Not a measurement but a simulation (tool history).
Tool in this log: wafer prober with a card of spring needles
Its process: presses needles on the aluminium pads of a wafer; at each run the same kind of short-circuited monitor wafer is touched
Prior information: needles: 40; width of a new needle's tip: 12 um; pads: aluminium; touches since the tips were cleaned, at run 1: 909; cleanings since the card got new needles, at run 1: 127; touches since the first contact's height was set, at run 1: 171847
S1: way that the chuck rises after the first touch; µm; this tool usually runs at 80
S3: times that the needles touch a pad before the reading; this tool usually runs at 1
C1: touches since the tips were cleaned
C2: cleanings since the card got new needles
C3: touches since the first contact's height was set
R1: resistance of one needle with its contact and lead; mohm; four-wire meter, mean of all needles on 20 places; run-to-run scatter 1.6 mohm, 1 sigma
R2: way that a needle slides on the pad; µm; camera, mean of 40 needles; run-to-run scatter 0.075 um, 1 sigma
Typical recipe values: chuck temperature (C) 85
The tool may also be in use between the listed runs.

{"run": 1, "day": 0.0, "S1": 80, "chuck temperature (C)": 85, "S3": 1, "C1": 909, "C2": 127, "C3": 171847, "R1": 172, "R2": 19.0}
{"day": 0.188, "done": "tips cleaned on abrasive film"}
{"day": 0.5, "done": "tips cleaned on abrasive film"}
{"day": 0.808, "done": "tips cleaned on abrasive film"}
{"run": 2, "day": 1.042, "S1": 80, "chuck temperature (C)": 85, "S3": 1, "C1": 2520, "C2": 130, "C3": 182981, "R1": 193, "R2": 18.66}
{"day": 1.108, "done": "tips cleaned on abrasive film"}
{"day": 1.417, "done": "tips cleaned on abrasive film"}
{"day": 1.725, "done": "tips cleaned on abrasive film"}
{"run": 3, "day": 1.758, "S1": 80, "chuck temperature (C)": 85, "S3": 1, "C1": 356, "C2": 133, "C3": 190599, "R1": 169, "R2": 18.6}
{"day": 2.008, "done": "tips cleaned on abrasive film"}
{"day": 2.317, "done": "tips cleaned on abrasive film"}
{"day": 2.629, "done": "tips cleaned on abrasive film"}
{"day": 2.875, "done": "tips cleaned on abrasive film"}
{"run": 4, "day": 2.95, "S1": 80, "chuck temperature (C)": 85, "S3": 1, "C1": 786, "C2": 137, "C3": 203311, "R1": 176, "R2": 18.43}
{"day": 3.138, "done": "tips cleaned on abrasive film"}
{"day": 3.446, "done": "tips cleaned on abrasive film"}
{"day": 3.758, "done": "tips cleaned on abrasive film"}
{"day": 4.067, "done": "tips cleaned on abrasive film"}
{"run": 5, "day": 4.242, "S1": 80, "chuck temperature (C)": 85, "S3": 1, "C1": 1904, "C2": 141, "C3": 217125, "R1": 189, "R2": 18.4}
{"day": 4.371, "done": "tips cleaned on abrasive film"}
{"day": 4.679, "done": "tips cleaned on abrasive film"}
{"run": 6, "day": 4.854, "S1": 80, "chuck temperature (C)": 85, "S3": 2, "C1": 1892, "C2": 143, "C3": 223654, "R1": 174, "R2": 18.24}
{"day": 4.983, "done": "tips cleaned on abrasive film"}
{"day": 5.292, "done": "tips cleaned on abrasive film"}
{"day": 5.304, "done": "height of the first contact set anew"}
{"day": 5.617, "done": "tips cleaned on abrasive film"}
{"day": 5.925, "done": "tips cleaned on abrasive film"}
{"day": 6.112, "done": "tips cleaned on abrasive film, once more"}
{"run": 7, "day": 6.354, "S1": 80, "chuck temperature (C)": 36, "S3": 2, "C1": 2604, "C2": 148, "C3": 11217, "R1": 170, "R2": 20.24}
{"day": 6.421, "done": "tips cleaned on abrasive film"}
{"day": 6.729, "done": "tips cleaned on abrasive film"}
{"day": 7.038, "done": "tips cleaned on abrasive film"}
{"day": 7.35, "done": "tips cleaned on abrasive film"}
{"run": 8, "day": 7.35, "S1": 80, "chuck temperature (C)": 36, "S3": 2, "C1": 19, "C2": 152, "C3": 21837, "R1": 152, "R2": 20.13}
{"day": 7.6, "done": "tips cleaned on abrasive film"}
{"day": 7.908, "done": "tips cleaned on abrasive film"}
{"run": 9, "day": 8.067, "S1": 80, "chuck temperature (C)": 85, "S3": 2, "C1": 1693, "C2": 154, "C3": 29478, "R1": 172, "R2": 19.99}
{"day": 8.192, "done": "tips cleaned on abrasive film"}
{"day": 8.504, "done": "tips cleaned on abrasive film"}
{"day": 8.812, "done": "tips cleaned on abrasive film"}
{"day": 9.121, "done": "tips cleaned on abrasive film"}
{"run": 10, "day": 9.308, "S1": 80, "chuck temperature (C)": 85, "S3": 2, "C1": 2032, "C2": 158, "C3": 42748, "R1": 176, "R2": 19.98}
{"day": 9.375, "done": "tips cleaned on abrasive film"}
{"day": 9.625, "done": "tips cleaned on abrasive film"}
{"day": 10.125, "done": "card fitted with new needles"}
{"day": 10.433, "done": "tips cleaned on abrasive film"}
{"day": 10.746, "done": "tips cleaned on abrasive film"}
{"day": 11.054, "done": "tips cleaned on abrasive film"}
{"run": 11, "day": 11.104, "S1": 80, "chuck temperature (C)": 109, "S3": 1, "C1": 552, "C2": 3, "C3": 10490, "R1": 176, "R2": 20.41}
{"day": 11.354, "done": "tips cleaned on abrasive film"}
{"day": 11.662, "done": "tips cleaned on abrasive film"}
{"run": 12, "day": 11.771, "S1": 80, "chuck temperature (C)": 85, "S3": 1, "C1": 1168, "C2": 5, "C3": 17608, "R1": 178, "R2": 20.26}
{"day": 11.958, "done": "tips cleaned on abrasive film"}
{"day": 12.271, "done": "tips cleaned on abrasive film"}
{"day": 12.579, "done": "tips cleaned on abrasive film"}
{"run": 13, "day": 12.817, "S1": 80, "chuck temperature (C)": 85, "S3": 1, "C1": 2563, "C2": 8, "C3": 28762, "R1": 184, "R2": 20.13}
{"day": 12.879, "done": "tips cleaned on abrasive film"}
{"day": 13.129, "done": "tips cleaned on abrasive film"}
{"day": 13.442, "done": "tips cleaned on abrasive film"}
{"day": 13.75, "done": "tips cleaned on abrasive film"}
{"run": 14, "day": 13.842, "S1": 80, "chuck temperature (C)": 85, "S3": 1, "C1": 1005, "C2": 12, "C3": 39703, "R1": 173, "R2": 19.96}
{"day": 14.029, "done": "tips cleaned on abrasive film"}
{"day": 14.338, "done": "tips cleaned on abrasive film"}
{"day": 14.592, "done": "tips cleaned on abrasive film"}
{"run": 15, "day": 14.592, "S1": 79, "chuck temperature (C)": 85, "S3": 1, "C1": 0, "C2": 15, "C3": 47671, "R1": 160, "R2": 19.76}
{"day": 14.842, "done": "tips cleaned on abrasive film"}
{"day": 15.15, "done": "tips cleaned on abrasive film"}
{"run": 16, "day": 15.3, "S1": 80, "chuck temperature (C)": 85, "S3": 2, "C1": 1602, "C2": 17, "C3": 55241, "R1": 169, "R2": 19.91}
{"day": 15.425, "done": "tips cleaned on abrasive film"}
{"day": 15.738, "done": "tips cleaned on abrasive film"}
{"day": 16.046, "done": "tips cleaned on abrasive film"}
{"day": 16.358, "done": "tips cleaned on abrasive film"}
{"run": 17, "day": 16.542, "S1": 86, "chuck temperature (C)": 85, "S3": 1, "C1": 2011, "C2": 21, "C3": 68517, "R1": 184, "R2": 21.38}
{"day": 16.608, "done": "tips cleaned on abrasive film"}
{"day": 16.854, "done": "tips cleaned on abrasive film"}
{"day": 17.167, "done": "tips cleaned on abrasive film"}
{"run": 18, "day": 17.308, "S1": 86, "chuck temperature (C)": 85, "S3": 1, "C1": 1535, "C2": 24, "C3": 76659, "R1": 176, "R2": 21.17}
{"day": 17.433, "done": "tips cleaned on abrasive film"}
{"day": 17.746, "done": "tips cleaned on abrasive film"}
{"day": 17.996, "done": "tips cleaned on abrasive film"}
{"day": 18.304, "done": "tips cleaned on abrasive film"}
{"run": 19, "day": 18.338, "S1": 86, "chuck temperature (C)": 30, "S3": 2, "C1": 363, "C2": 28, "C3": 87622, "R1": 154, "R2": 21.27}
{"day": 18.588, "done": "tips cleaned on abrasive film"}
{"day": 18.838, "done": "tips cleaned on abrasive film"}
{"day": 19.146, "done": "tips cleaned on abrasive film"}
{"run": 20, "day": 19.342, "S1": 87, "chuck temperature (C)": 50, "S3": 3, "C1": 2117, "C2": 31, "C3": 98351, "R1": 160, "R2": 21.25}
{"day": 19.408, "done": "tips cleaned on abrasive film"}
{"day": 19.717, "done": "tips cleaned on abrasive film"}
{"day": 20.029, "done": "tips cleaned on abrasive film"}
{"day": 20.338, "done": "tips cleaned on abrasive film"}
{"day": 20.646, "done": "tips cleaned on abrasive film"}
{"run": 21, "day": 20.646, "S1": 87, "chuck temperature (C)": 46, "S3": 3, "C1": 0, "C2": 36, "C3": 112219, "R1": 150, "R2": 21.18}
{"day": 20.954, "done": "tips cleaned on abrasive film"}
{"day": 21.262, "done": "tips cleaned on abrasive film"}
{"day": 21.571, "done": "tips cleaned on abrasive film"}
{"run": 22, "day": 21.617, "S1": 81, "chuck temperature (C)": 85, "S3": 1, "C1": 472, "C2": 39, "C3": 122583, "R1": 165, "R2": 19.42}
{"day": 21.862, "done": "tips cleaned on abrasive film"}
{"day": 22.112, "done": "tips cleaned on abrasive film"}
{"day": 22.425, "done": "tips cleaned on abrasive film"}
{"run": 23, "day": 22.492, "S1": 81, "chuck temperature (C)": 85, "S3": 1, "C1": 731, "C2": 42, "C3": 131926, "R1": 169, "R2": 19.48}
{"day": 22.679, "done": "tips cleaned on abrasive film"}
{"day": 22.929, "done": "tips cleaned on abrasive film"}
{"day": 23.238, "done": "tips cleaned on abrasive film"}
{"day": 23.55, "done": "tips cleaned on abrasive film"}
{"run": 24, "day": 23.571, "S1": 73, "chuck temperature (C)": 43, "S3": 2, "C1": 253, "C2": 46, "C3": 143444, "R1": 155, "R2": 17.37}
{"day": 23.821, "done": "tips cleaned on abrasive film"}
{"day": 24.133, "done": "tips cleaned on abrasive film"}
{"run": 25, "day": 24.221, "S1": 73, "chuck temperature (C)": 41, "S3": 1, "C1": 952, "C2": 48, "C3": 150361, "R1": 168, "R2": 17.36}
{"day": 24.408, "done": "tips cleaned on abrasive film"}
{"day": 24.717, "done": "tips cleaned on abrasive film"}
{"run": 26, "day": 24.85, "S1": 72, "chuck temperature (C)": 90, "S3": 1, "C1": 1439, "C2": 50, "C3": 157100, "R1": 180, "R2": 17.04}
{"day": 24.979, "done": "tips cleaned on abrasive film"}
{"day": 25.288, "done": "tips cleaned on abrasive film"}
{"day": 25.588, "done": "tips cleaned on abrasive film"}
{"run": 27, "day": 25.588, "S1": 80, "chuck temperature (C)": 35, "S3": 1, "C1": 0, "C2": 53, "C3": 164942, "R1": 151, "R2": 18.99}

What if the next run were any one of these 4? Each begins from the tool's condition after run 27:
{"day": 25.9, "done": "tips cleaned on abrasive film"}
{"day": 26.208, "done": "tips cleaned on abrasive film"}
{"run": "A", "day": 26.342, "S1": 71, "chuck temperature (C)": 45, "S3": 2, "C1": 1440, "C2": 55, "C3": 173008, "R1": "?", "R2": "?"}
{"day": 25.9, "done": "tips cleaned on abrasive film"}
{"day": 26.208, "done": "tips cleaned on abrasive film"}
{"run": "B", "day": 26.342, "S1": 96, "chuck temperature (C)": 85, "S3": 2, "C1": 1440, "C2": 55, "C3": 173008, "R1": "?", "R2": "?"}
{"day": 25.9, "done": "tips cleaned on abrasive film"}
{"day": 26.208, "done": "tips cleaned on abrasive film"}
{"run": "C", "day": 26.342, "S1": 75, "chuck temperature (C)": 25, "S3": 1, "C1": 1440, "C2": 55, "C3": 173008, "R1": "?", "R2": "?"}
{"day": 25.9, "done": "tips cleaned on abrasive film"}
{"day": 26.208, "done": "tips cleaned on abrasive film"}
{"run": "D", "day": 26.342, "S1": 80, "chuck temperature (C)": 43, "S3": 1, "C1": 1440, "C2": 55, "C3": 173008, "R1": "?", "R2": "?"}

run=A R1=169 R2=16.63
run=B R1=167 R2=22.89
run=C R1=171 R2=17.55
run=D R1=172 R2=18.75
What these runs would have given with no unlogged condition in the tool:
run=A R1=153 R2=17.99
run=B R1=157 R2=24.24
run=C R1=148 R2=18.91
run=D R1=152 R2=20.11
